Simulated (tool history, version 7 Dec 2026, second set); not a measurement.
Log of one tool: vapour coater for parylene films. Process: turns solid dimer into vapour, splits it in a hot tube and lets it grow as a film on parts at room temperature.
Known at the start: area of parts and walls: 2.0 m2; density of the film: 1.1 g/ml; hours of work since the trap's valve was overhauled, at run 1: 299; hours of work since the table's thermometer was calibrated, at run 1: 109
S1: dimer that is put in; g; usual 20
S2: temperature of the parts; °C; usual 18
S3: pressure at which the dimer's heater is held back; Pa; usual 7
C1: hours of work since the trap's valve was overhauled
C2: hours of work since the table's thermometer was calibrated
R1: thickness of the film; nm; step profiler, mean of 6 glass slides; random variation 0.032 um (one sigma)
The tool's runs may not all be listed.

run   hour  S1  S2    S3   C1   C2    R1
  1      0  20  18     7  299  109  5760
  2   52.2  20  18     7  328  138  5740
  3   89.2  20  18     7  348  158  5730
  4    140  20  18     7  376  186  5750
  5  197.2  20  18     7  407  218  5720
  6  231.9  20  18     7  427  237  5700
  7  276.7  20  18  2.78  451  262  6820
  8  321.1  20  25     7  476  286  4540
  9  364.9  20  24     7  500  310  4620
 10  405.3  16  18     7  522  332  4480
 11  440.2  20  18     7  541  352  5590
 12  501.9  20  18  4.39  575  386  6170
     508.5  -- table's thermometer calibrated
 13  559.4  20  18  4.39  606   28  6160
 14  627.5  10  15  3.95  644   66  3420
     634.3  -- table's thermometer calibrated, once more
     660.7  -- trap's valve overhauled
 15  672.1  17  14   7.4    6   19  5680
 16  704.2  20  12  2.54   24   36  8820
 17  760.6  13  18  3.69   55   67  4410
 18  828.4  20  18  3.15   92  105  7040
 19  879.6  20  18  3.15  121  133  7020
 20  917.4  20  18  3.15  141  154  6990
 21    969  24  28  4.01  170  182  5860

Run 22 comes next. What will it give?
 22  1030.7  24  26  4.01  204  216   ?

R1: 6180 nm
Without the tool's hidden state the same run would have given R1 6360 nm.
